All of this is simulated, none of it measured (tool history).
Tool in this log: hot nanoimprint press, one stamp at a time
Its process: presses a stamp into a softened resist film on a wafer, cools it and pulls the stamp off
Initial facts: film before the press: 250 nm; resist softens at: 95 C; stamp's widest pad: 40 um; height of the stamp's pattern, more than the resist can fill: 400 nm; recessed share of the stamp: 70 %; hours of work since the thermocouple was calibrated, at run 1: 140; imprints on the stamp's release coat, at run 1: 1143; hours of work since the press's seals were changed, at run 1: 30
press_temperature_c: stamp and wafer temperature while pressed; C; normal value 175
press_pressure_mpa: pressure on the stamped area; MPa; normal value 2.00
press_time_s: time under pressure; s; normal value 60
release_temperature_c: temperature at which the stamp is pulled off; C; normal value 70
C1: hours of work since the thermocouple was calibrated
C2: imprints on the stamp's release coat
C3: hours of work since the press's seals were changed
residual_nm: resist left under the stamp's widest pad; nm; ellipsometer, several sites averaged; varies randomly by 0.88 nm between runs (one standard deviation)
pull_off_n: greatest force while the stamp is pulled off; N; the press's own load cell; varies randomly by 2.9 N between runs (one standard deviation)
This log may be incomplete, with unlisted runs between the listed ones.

run 1 hour=0.0 | press_temperature_c=175 press_pressure_mpa=2.00 press_time_s=60 release_temperature_c=70 | C1=140 C2=1143 C3=30 | residual_nm=141.9 pull_off_n=205
run 2 hour=21.7 | press_temperature_c=175 press_pressure_mpa=2.00 press_time_s=60 release_temperature_c=70 | C1=152 C2=1213 C3=42 | residual_nm=142.5 pull_off_n=223
run 3 hour=33.5 | press_temperature_c=175 press_pressure_mpa=2.00 press_time_s=60 release_temperature_c=70 | C1=158 C2=1251 C3=48 | residual_nm=142.6 pull_off_n=219
run 4 hour=51.1 | press_temperature_c=175 press_pressure_mpa=2.00 press_time_s=60 release_temperature_c=70 | C1=167 C2=1307 C3=57 | residual_nm=142.9 pull_off_n=229
run 5 hour=64.9 | press_temperature_c=175 press_pressure_mpa=2.00 press_time_s=60 release_temperature_c=70 | C1=175 C2=1351 C3=65 | residual_nm=142.2 pull_off_n=227
run 6 hour=85.9 | press_temperature_c=178 press_pressure_mpa=2.00 press_time_s=60 release_temperature_c=70 | C1=186 C2=1419 C3=76 | residual_nm=129.0 pull_off_n=232
run 7 hour=96.0 | press_temperature_c=178 press_pressure_mpa=2.00 press_time_s=60 release_temperature_c=70 | C1=192 C2=1451 C3=82 | residual_nm=129.5 pull_off_n=236
run 8 hour=113.3 | press_temperature_c=178 press_pressure_mpa=2.00 press_time_s=60 release_temperature_c=70 | C1=201 C2=1506 C3=91 | residual_nm=130.0 pull_off_n=238
run 9 hour=135.0 | press_temperature_c=178 press_pressure_mpa=2.00 press_time_s=60 release_temperature_c=70 | C1=213 C2=1576 C3=103 | residual_nm=131.0 pull_off_n=245
run 10 hour=154.9 | press_temperature_c=171 press_pressure_mpa=2.00 press_time_s=60 release_temperature_c=70 | C1=223 C2=1639 C3=113 | residual_nm=161.3 pull_off_n=253
run 11 hour=166.2 | press_temperature_c=172 press_pressure_mpa=2.00 press_time_s=60 release_temperature_c=70 | C1=229 C2=1676 C3=119 | residual_nm=156.8 pull_off_n=253
run 12 hour=178.2 | press_temperature_c=172 press_pressure_mpa=2.00 press_time_s=60 release_temperature_c=70 | C1=236 C2=1714 C3=126 | residual_nm=156.9 pull_off_n=245
run 13 hour=189.8 | press_temperature_c=175 press_pressure_mpa=2.13 press_time_s=60 release_temperature_c=70 | C1=242 C2=1751 C3=132 | residual_nm=142.8 pull_off_n=262
run 14 hour=198.7 | press_temperature_c=175 press_pressure_mpa=2.13 press_time_s=60 release_temperature_c=70 | C1=247 C2=1780 C3=137 | residual_nm=140.3 pull_off_n=262
run 15 hour=209.8 | press_temperature_c=175 press_pressure_mpa=2.13 press_time_s=60 release_temperature_c=70 | C1=253 C2=1815 C3=143 | residual_nm=142.8 pull_off_n=270
run 16 hour=230.5 | press_temperature_c=175 press_pressure_mpa=2.13 press_time_s=60 release_temperature_c=70 | C1=264 C2=1882 C3=154 | residual_nm=140.8 pull_off_n=268
run 17 hour=242.1 | press_temperature_c=175 press_pressure_mpa=2.00 press_time_s=60 release_temperature_c=73 | C1=270 C2=1919 C3=160 | residual_nm=143.7 pull_off_n=254
-- hour=246.6 plate thermocouple calibrated
-- hour=264.1 stamp cleaned and given a new release coat
run 18 hour=270.0 | press_temperature_c=175 press_pressure_mpa=2.00 press_time_s=60 release_temperature_c=73 | C1=9 C2=18 C3=171 | residual_nm=147.5 pull_off_n=136
run 19 hour=279.9 | press_temperature_c=182 press_pressure_mpa=2.10 press_time_s=104 release_temperature_c=66 | C1=15 C2=50 C3=176 | residual_nm=91.8 pull_off_n=150
run 20 hour=289.7 | press_temperature_c=182 press_pressure_mpa=2.10 press_time_s=104 release_temperature_c=66 | C1=20 C2=82 C3=181 | residual_nm=92.3 pull_off_n=147
run 21 hour=301.7 | press_temperature_c=186 press_pressure_mpa=2.00 press_time_s=60 release_temperature_c=70 | C1=26 C2=120 C3=188 | residual_nm=103.5 pull_off_n=146
run 22 hour=321.8 | press_temperature_c=186 press_pressure_mpa=2.00 press_time_s=60 release_temperature_c=70 | C1=37 C2=184 C3=198 | residual_nm=104.7 pull_off_n=154
run 23 hour=331.5 | press_temperature_c=167 press_pressure_mpa=1.79 press_time_s=35 release_temperature_c=62 | C1=42 C2=215 C3=204 | residual_nm=209.1 pull_off_n=172
-- hour=344.5 plate thermocouple calibrated, once more
run 24 hour=345.9 | press_temperature_c=167 press_pressure_mpa=1.79 press_time_s=35 release_temperature_c=62 | C1=1 C2=252 C3=210 | residual_nm=200.6 pull_off_n=171
run 25 hour=359.5 | press_temperature_c=175 press_pressure_mpa=3.16 press_time_s=60 release_temperature_c=74 | C1=8 C2=296 C3=217 | residual_nm=117.1 pull_off_n=148
run 26 hour=368.3 | press_temperature_c=175 press_pressure_mpa=3.16 press_time_s=60 release_temperature_c=74 | C1=13 C2=324 C3=222 | residual_nm=115.6 pull_off_n=147
run 27 hour=377.2 | press_temperature_c=177 press_pressure_mpa=1.44 press_time_s=60 release_temperature_c=70 | C1=18 C2=352 C3=227 | residual_nm=149.2 pull_off_n=156
run 28 hour=397.5 | press_temperature_c=185 press_pressure_mpa=1.44 press_time_s=61 release_temperature_c=75 | C1=29 C2=417 C3=238 | residual_nm=113.9 pull_off_n=149

Run 29 has not been measured yet. What should we expect?
run 29 hour=416.9 | press_temperature_c=185 press_pressure_mpa=1.44 press_time_s=61 release_temperature_c=75 | C1=39 C2=479 C3=248 | residual_nm=? pull_off_n=?

Run 29 measured residual_nm 116.7 nm, pull_off_n 160 N.
Had the tool carried no hidden state, the very same run would have given residual_nm 116.3 nm, pull_off_n 132 N.

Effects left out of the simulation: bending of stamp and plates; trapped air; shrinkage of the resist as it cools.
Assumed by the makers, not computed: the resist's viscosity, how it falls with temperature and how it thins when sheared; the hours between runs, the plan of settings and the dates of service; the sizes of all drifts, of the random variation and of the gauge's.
